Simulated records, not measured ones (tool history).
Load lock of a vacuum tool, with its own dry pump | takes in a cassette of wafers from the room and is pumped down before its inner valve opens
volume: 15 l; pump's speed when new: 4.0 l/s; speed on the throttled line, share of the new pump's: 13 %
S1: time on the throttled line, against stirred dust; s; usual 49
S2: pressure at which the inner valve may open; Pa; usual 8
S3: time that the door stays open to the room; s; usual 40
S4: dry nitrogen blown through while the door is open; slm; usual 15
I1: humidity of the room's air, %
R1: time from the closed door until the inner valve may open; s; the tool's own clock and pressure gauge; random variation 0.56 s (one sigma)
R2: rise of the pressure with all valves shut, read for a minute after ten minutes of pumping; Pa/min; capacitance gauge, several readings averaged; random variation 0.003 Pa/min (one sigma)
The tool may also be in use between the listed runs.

run 1 hour=0 | S1=49 S2=8 S3=40 S4=15 | I1=44.7 | R1=78.5 R2=0.486
run 2 hour=48.8 | S1=49 S2=8 S3=40 S4=15 | I1=42.2 | R1=78.9 R2=0.492
run 3 hour=117 | S1=61 S2=8 S3=40 S4=15 | I1=49.3 | R1=90.6 R2=0.498
run 4 hour=214.4 | S1=61 S2=8 S3=40 S4=15 | I1=45.4 | R1=88.9 R2=0.496
run 5 hour=304.9 | S1=61 S2=8 S3=40 S4=15 | I1=46.7 | R1=90 R2=0.516
run 6 hour=420.2 | S1=25 S2=8 S3=40 S4=15 | I1=41.8 | R1=59.1 R2=0.515
run 7 hour=523.5 | S1=49 S2=8 S3=40 S4=15 | I1=40.8 | R1=79.1 R2=0.518
run 8 hour=635.9 | S1=49 S2=8 S3=40 S4=15 | I1=42.4 | R1=79.7 R2=0.531
run 9 hour=750.4 | S1=49 S2=8 S3=40 S4=15 | I1=42.4 | R1=78.6 R2=0.546
run 10 hour=852.1 | S1=49 S2=8 S3=40 S4=15 | I1=45.3 | R1=80 R2=0.548
run 11 hour=972.1 | S1=49 S2=8 S3=40 S4=15 | I1=46.6 | R1=78.8 R2=0.555
run 12 hour=1044.7 | S1=84 S2=8 S3=40 S4=15 | I1=42.3 | R1=109.5 R2=0.552
run 13 hour=1145.6 | S1=84 S2=8 S3=40 S4=15 | I1=44.7 | R1=108.4 R2=0.571
run 14 hour=1254.6 | S1=96 S2=8 S3=40 S4=15 | I1=44 | R1=119.8 R2=0.588
-- hour=1293.5 door's seal changed, seat wiped
run 15 hour=1347.6 | S1=96 S2=8 S3=40 S4=15 | I1=43.1 | R1=119.1 R2=0.049
run 16 hour=1451.2 | S1=52 S2=8 S3=40 S4=15 | I1=44.2 | R1=82.1 R2=0.051
run 17 hour=1505.1 | S1=52 S2=8 S3=40 S4=15 | I1=47.4 | R1=82 R2=0.052
run 18 hour=1607.3 | S1=49 S2=8 S3=40 S4=11 | I1=50.4 | R1=78.4 R2=0.068
run 19 hour=1718.9 | S1=95 S2=7 S3=149 S4=9 | I1=44.1 | R1=119 R2=0.096
run 20 hour=1778.4 | S1=95 S2=6 S3=149 S4=4 | I1=42.7 | R1=119.4 R2=0.098
run 21 hour=1833.9 | S1=49 S2=8 S3=121 S4=15 | I1=47.7 | R1=79.5 R2=0.085
run 22 hour=1890.5 | S1=49 S2=8 S3=121 S4=15 | I1=45.5 | R1=79.5 R2=0.078
run 23 hour=1956.5 | S1=32 S2=8 S3=54 S4=19 | I1=46.4 | R1=65.4 R2=0.061
run 24 hour=2030 | S1=32 S2=8 S3=54 S4=19 | I1=46.2 | R1=65.3 R2=0.057
run 25 hour=2094.8 | S1=34 S2=8 S3=40 S4=21 | I1=44.6 | R1=67.2 R2=0.056
run 26 hour=2165.1 | S1=34 S2=8 S3=40 S4=21 | I1=42.9 | R1=66.5 R2=0.056
run 27 hour=2264.4 | S1=26 S2=8 S3=151 S4=15 | I1=49.2 | R1=59.7 R2=0.099
run 28 hour=2377.6 | S1=26 S2=8 S3=151 S4=15 | I1=42 | R1=59.9 R2=0.09
run 29 hour=2455.7 | S1=28 S2=12 S3=82 S4=15 | I1=49.4 | R1=59.8 R2=0.09
run 30 hour=2556.3 | S1=43 S2=8 S3=40 S4=36 | I1=44.6 | R1=75.2 R2=0.061
run 31 hour=2671.6 | S1=79 S2=14 S3=29 S4=14 | I1=42.3 | R1=103.1 R2=0.066
run 32 hour=2787.4 | S1=74 S2=14 S3=101 S4=4 | I1=47.7 | R1=97.6 R2=0.11
run 33 hour=2854 | S1=49 S2=13 S3=48 S4=15 | I1=47.8 | R1=78 R2=0.084
run 34 hour=2905.4 | S1=41 S2=6 S3=71 S4=5 | I1=42 | R1=74.3 R2=0.093
run 35 hour=3014.9 | S1=41 S2=7 S3=201 S4=5 | I1=45.3 | R1=73.1 R2=0.134
run 36 hour=3119.3 | S1=30 S2=7 S3=56 S4=5 | I1=49.4 | R1=64.1 R2=0.108

Forecast each of these 3 alternatives for the next run:
run A hour=3227.6 | S1=38 S2=7 S3=205 S4=5 | I1=45.2 | R1=? R2=?
run B hour=3227.6 | S1=30 S2=8 S3=56 S4=5 | I1=47.2 | R1=? R2=?
run C hour=3227.6 | S1=27 S2=8 S3=56 S4=42 | I1=44.2 | R1=? R2=?

run=A R1=70 R2=0.138
run=B R1=62.7 R2=0.105
run=C R1=59.9 R2=0.072
Without the tool's hidden state the same runs would have given:
run=A R1=68.2 R2=0.108
run=B R1=60.9 R2=0.074
run=C R1=58.1 R2=0.042
